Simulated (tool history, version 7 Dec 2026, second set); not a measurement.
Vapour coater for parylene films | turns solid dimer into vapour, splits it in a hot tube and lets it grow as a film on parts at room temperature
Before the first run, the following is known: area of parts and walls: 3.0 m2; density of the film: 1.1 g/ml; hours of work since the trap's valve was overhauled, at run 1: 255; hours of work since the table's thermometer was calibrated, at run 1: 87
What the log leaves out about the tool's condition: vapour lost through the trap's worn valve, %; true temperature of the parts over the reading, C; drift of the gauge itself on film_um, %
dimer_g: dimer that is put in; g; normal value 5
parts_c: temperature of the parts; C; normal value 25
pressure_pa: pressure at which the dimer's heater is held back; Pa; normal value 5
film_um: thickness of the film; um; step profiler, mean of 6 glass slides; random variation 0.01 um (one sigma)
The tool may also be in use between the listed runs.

| run | hour | dimer_g | parts_c | pressure_pa | hours of work since the trap's valve was overhauled | hours of work since the table's thermometer was calibrated | film_um |
|---|---|---|---|---|---|---|---|
| 1 | 0 | 5 | 25 | 5 | 255 | 87 | 0.68 |
| 2 | 31 | 3 | 25 | 5 | 273 | 104 | 0.41 |
| 3 | 62.8 | 3 | 25 | 5 | 291 | 123 | 0.4 |
| 4 | 82.1 | 3 | 25 | 2.34 | 302 | 133 | 0.45 |
| 5 | 112.6 | 3 | 25 | 2.34 | 319 | 151 | 0.43 |
| 6 | 149.4 | 5 | 25 | 5 | 340 | 172 | 0.67 |
| 7 | 171.7 | 4 | 25 | 5 | 353 | 184 | 0.54 |
| 8 | 189.6 | 4 | 25 | 5 | 363 | 195 | 0.54 |
| 9 | 218 | 5 | 25 | 5 | 379 | 211 | 0.66 |
| 10 | 235.7 | 5 | 25 | 4.1 | 389 | 221 | 0.67 |
| 11 | 270.9 | 4 | 25 | 5 | 409 | 241 | 0.53 |
| 12 | 285.9 | 4 | 26 | 5 | 418 | 249 | 0.51 |
| 13 | 301.7 | 4 | 26 | 5 | 427 | 258 | 0.53 |
| 14 | 336.4 | 7 | 30 | 2.56 | 447 | 278 | 0.89 |
| 15 | 355.8 | 7 | 36 | 3.2 | 458 | 289 | 0.78 |
| 16 | 381.6 | 7 | 36 | 3.2 | 472 | 304 | 0.77 |
| 17 | 399.4 | 7 | 36 | 3.2 | 482 | 314 | 0.77 |
| 18 | 435.3 | 8 | 23 | 11.96 | 503 | 334 | 0.98 |
| 19 | 454.7 | 2 | 21 | 5 | 514 | 345 | 0.26 |
| 20 | 490.2 | 2 | 21 | 5 | 534 | 365 | 0.26 |
| 21 | 507.6 | 8 | 19 | 5 | 544 | 375 | 1.13 |

Predict each of these 3 candidate next runs independently; none follows another, all start after run 21:
| A | 527 | 6 | 19 | 5 | 555 | 386 | ? |
| B | 527 | 6 | 25 | 3.22 | 555 | 386 | ? |
| C | 527 | 8 | 36 | 3.03 | 555 | 386 | ? |

| run | film_um |
|---|---|
| A | 0.86 |
| B | 0.8 |
| C | 0.88 |
The same runs, with their run-to-run variation unchanged, on a tool lacking any hidden condition would have given:
| run | film_um |
|---|---|
| A | 0.98 |
| B | 0.91 |
| C | 1 |
